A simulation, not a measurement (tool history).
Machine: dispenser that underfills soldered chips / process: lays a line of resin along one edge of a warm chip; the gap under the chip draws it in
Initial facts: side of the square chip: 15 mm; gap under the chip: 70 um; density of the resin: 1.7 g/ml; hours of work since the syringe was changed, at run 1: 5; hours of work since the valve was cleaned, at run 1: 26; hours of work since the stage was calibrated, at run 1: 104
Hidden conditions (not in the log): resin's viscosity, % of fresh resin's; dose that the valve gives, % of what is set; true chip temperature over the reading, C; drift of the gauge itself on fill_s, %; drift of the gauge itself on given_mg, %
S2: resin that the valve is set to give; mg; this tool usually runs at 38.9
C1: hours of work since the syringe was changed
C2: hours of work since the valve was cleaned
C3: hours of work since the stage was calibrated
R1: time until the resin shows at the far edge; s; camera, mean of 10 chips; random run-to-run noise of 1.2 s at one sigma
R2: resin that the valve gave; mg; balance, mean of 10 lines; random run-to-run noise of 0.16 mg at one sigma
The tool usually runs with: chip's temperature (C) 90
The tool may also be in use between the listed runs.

Run 1, day 0: usual settings; C1 5; C2 26; C3 104. Result: R1 172.1 s, R2 38.3 mg.
At day 0.042: new syringe of resin.
Run 2, day 0.117: usual settings but chip's temperature (C) 82; C1 1; C2 27; C3 105. Result: R1 159 s, R2 38.57 mg.
Run 3, day 0.3: usual settings; C1 4; C2 30; C3 108. Result: R1 153.2 s, R2 38.28 mg.
At day 0.433: new syringe of resin.
Run 4, day 0.512: usual settings; C1 1; C2 33; C3 111. Result: R1 126.5 s, R2 38.44 mg.
Run 5, day 0.692: usual settings; C1 4; C2 36; C3 114. Result: R1 156 s, R2 38.27 mg.
At day 0.821: new syringe of resin.
Run 6, day 0.896: usual settings but S2 43.5 mg; C1 1; C2 38; C3 116. Result: R1 122.9 s, R2 42.51 mg.
Run 7, day 1.008: usual settings but S2 43.5 mg; C1 3; C2 40; C3 118. Result: R1 140.2 s, R2 43.04 mg.
Run 8, day 1.192: usual settings but chip's temperature (C) 102; C1 5; C2 43; C3 121. Result: R1 130.6 s, R2 38.07 mg.
At day 1.217: new syringe of resin.
Run 9, day 1.304: usual settings but chip's temperature (C) 102; C1 1; C2 44; C3 122. Result: R1 94.4 s, R2 37.91 mg.
Run 10, day 1.492: usual settings; C1 4; C2 47; C3 125. Result: R1 159.4 s, R2 38 mg.
At day 1.612: new syringe of resin.
Run 11, day 1.625: usual settings; C1 0; C2 49; C3 127. Result: R1 117.2 s, R2 37.99 mg.
Run 12, day 1.758: usual settings; C1 2; C2 51; C3 129. Result: R1 138.2 s, R2 37.81 mg.
Run 13, day 1.95: usual settings; C1 5; C2 54; C3 132. Result: R1 172 s, R2 37.84 mg.
At day 2: new syringe of resin.
Run 14, day 2.067: usual settings; C1 1; C2 55; C3 133. Result: R1 127.5 s, R2 37.96 mg.
Run 15, day 2.238: usual settings; C1 3; C2 58; C3 136. Result: R1 153 s, R2 37.95 mg.
Run 16, day 2.325: usual settings; C1 5; C2 59; C3 137. Result: R1 165.3 s, R2 37.73 mg.
At day 2.392: new syringe of resin.
Run 17, day 2.45: usual settings; C1 1; C2 61; C3 139. Result: R1 125.3 s, R2 37.79 mg.
Run 18, day 2.538: usual settings; C1 2; C2 62; C3 140. Result: R1 139.1 s, R2 37.93 mg.
Run 19, day 2.717: usual settings; C1 5; C2 65; C3 143. Result: R1 168.1 s, R2 37.68 mg.
At day 2.783: new syringe of resin.
Run 20, day 2.854: usual settings but chip's temperature (C) 99, S2 39.9 mg; C1 1; C2 66; C3 144. Result: R1 101.1 s, R2 38.45 mg.
Run 21, day 3.012: usual settings but chip's temperature (C) 99, S2 39.4 mg; C1 3; C2 69; C3 147. Result: R1 120.7 s, R2 37.95 mg.
Run 22, day 3.108: usual settings but chip's temperature (C) 88, S2 45 mg; C1 5; C2 70; C3 148. Result: R1 175.7 s, R2 43.39 mg.
At day 3.179: new syringe of resin.
Run 23, day 3.325: usual settings but S2 49.6 mg; C1 2; C2 73; C3 151. Result: R1 136.6 s, R2 47.99 mg.
Run 24, day 3.412: usual settings but S2 49.6 mg; C1 3; C2 74; C3 153. Result: R1 147.2 s, R2 47.86 mg.
Run 25, day 3.517: usual settings but chip's temperature (C) 77, S2 48.6 mg; C1 5; C2 76; C3 154. Result: R1 241.6 s, R2 46.79 mg.
At day 3.571: new syringe of resin.
Run 26, day 3.733: usual settings but chip's temperature (C) 81, S2 48.6 mg; C1 2; C2 79; C3 157. Result: R1 172.5 s, R2 46.5 mg.
Run 27, day 3.875: usual settings but chip's temperature (C) 81, S2 50.2 mg; C1 4; C2 81; C3 159. Result: R1 200 s, R2 48.32 mg.
At day 3.958: new syringe of resin.
Run 28, day 4.075: usual settings but chip's temperature (C) 82, S2 46.5 mg; C1 2; C2 84; C3 162. Result: R1 163 s, R2 44.89 mg.
Run 29, day 4.221: usual settings but chip's temperature (C) 104, S2 40.4 mg; C1 4; C2 86; C3 164. Result: R1 107.5 s, R2 38.68 mg.
At day 4.354: new syringe of resin.
Run 30, day 4.412: usual settings but chip's temperature (C) 81, S2 49.9 mg; C1 1; C2 89; C3 167. Result: R1 159.6 s, R2 48.06 mg.
Run 31, day 4.575: usual settings but chip's temperature (C) 89, S2 47.8 mg; C1 3; C2 91; C3 169. Result: R1 157.2 s, R2 45.69 mg.
At day 4.742: new syringe of resin.
Run 32, day 4.788: usual settings but chip's temperature (C) 100, S2 47.8 mg; C1 1; C2 94; C3 172. Result: R1 92.7 s, R2 45.52 mg.
Run 33, day 4.946: usual settings but chip's temperature (C) 100, S2 47.8 mg; C1 3; C2 96; C3 175. Result: R1 108 s, R2 45.59 mg.
Run 34, day 5.054: usual settings but chip's temperature (C) 79, S2 33.7 mg; C1 5; C2 98; C3 176. Result: R1 236.1 s, R2 32.07 mg.
At day 5.133: new syringe of resin.
Run 35, day 5.183: usual settings but chip's temperature (C) 103, S2 47.8 mg; C1 1; C2 100; C3 178. Result: R1 87.8 s, R2 45.44 mg.

Had the tool no unlogged condition, and each run kept its random variation, what would the results have been?
run     R1     R2
  1  117.3  38.84
  2  143.4  39.13
  3  113.3  38.89
  4  113.6  39.11
  5  115.2  38.98
  6  112.3  43.36
  7  113.4  43.93
  8     86  38.91
  9   83.4  38.78
 10  114.8  38.91
 11  113.1  38.93
 12  115.2  38.78
 13  116.3  38.86
 14  114.8     39
 15  114.7  39.04
 16  112.2  38.84
 17  114.6  38.93
 18  115.8  39.09
 19    115  38.88
 20   90.3  39.72
 21   90.9  39.24
 22  119.1  44.88
 23  113.8  49.71
 24  111.5  49.61
 25  162.5  48.52
 26  144.7   48.3
 27  144.1  50.23
 28  141.6  46.73
 29   79.4  40.31
 30  143.2  50.15
 31  118.1  47.73
 32   86.3  47.61
 33   84.5  47.73
 34  161.8  33.61
 35   80.4  47.65
